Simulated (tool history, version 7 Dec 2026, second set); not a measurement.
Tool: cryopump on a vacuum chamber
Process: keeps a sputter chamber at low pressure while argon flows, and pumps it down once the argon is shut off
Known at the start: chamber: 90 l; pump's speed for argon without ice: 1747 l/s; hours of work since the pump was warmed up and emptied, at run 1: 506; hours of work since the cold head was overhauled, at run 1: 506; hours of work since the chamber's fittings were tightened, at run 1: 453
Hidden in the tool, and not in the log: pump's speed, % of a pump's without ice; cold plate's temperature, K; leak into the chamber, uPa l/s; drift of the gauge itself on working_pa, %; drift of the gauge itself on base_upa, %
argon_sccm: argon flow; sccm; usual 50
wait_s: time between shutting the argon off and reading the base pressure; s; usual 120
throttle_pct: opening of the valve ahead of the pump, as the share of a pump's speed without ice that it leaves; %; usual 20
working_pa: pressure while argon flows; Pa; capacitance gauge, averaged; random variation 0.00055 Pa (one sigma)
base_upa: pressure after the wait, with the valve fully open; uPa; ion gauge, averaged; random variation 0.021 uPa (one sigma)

run	hour	argon_sccm	wait_s	throttle_pct	hours of work since the pump was warmed up and emptied	hours of work since the cold head was overhauled	hours of work since the chamber's fittings were tightened	working_pa	base_upa
1	0	50	120	20	506	506	453	0.2501	0.59
2	31.9	97	120	20	531	531	477	0.4887	0.58
3	61	50	28	20	553	553	500	0.2517	1.55
4	83.8	50	120	20	571	571	518	0.2526	0.59
5	112.6	50	27	20	593	593	540	0.2527	1.6
# hour 121: pump warmed up, emptied and cooled again
6	154.7	50	120	20	26	622	569	0.2428	0.5
7	186.8	50	120	20	51	647	594	0.2432	0.55
8	236.1	50	120	20	89	685	632	0.2446	0.54
9	265.3	50	120	20	112	708	654	0.2442	0.54
10	297.8	50	120	20	137	733	680	0.2444	0.52
11	343.4	50	120	20	172	768	715	0.2463	0.55
12	369	50	120	20	192	788	735	0.2453	0.58
13	391.7	50	120	20	210	806	752	0.2448	0.56
14	413.8	50	120	20	227	823	770	0.2461	0.56
15	456.5	50	150	18	260	856	803	0.2723	0.51
16	506.6	26	234	26	299	895	841	0.0992	0.47
17	542	39	27	20	326	922	869	0.1929	1.57
18	567.6	39	27	20	346	942	889	0.1936	1.58

Run 19 comes next. What will it give?
19	614.4	50	120	19	383	979	925	?	?

Run 19 gave working_pa 0.2609 Pa, base_upa 0.6 uPa.
Without the tool's hidden state the same run would have given working_pa 0.2545 Pa, base_upa 0.46 uPa.
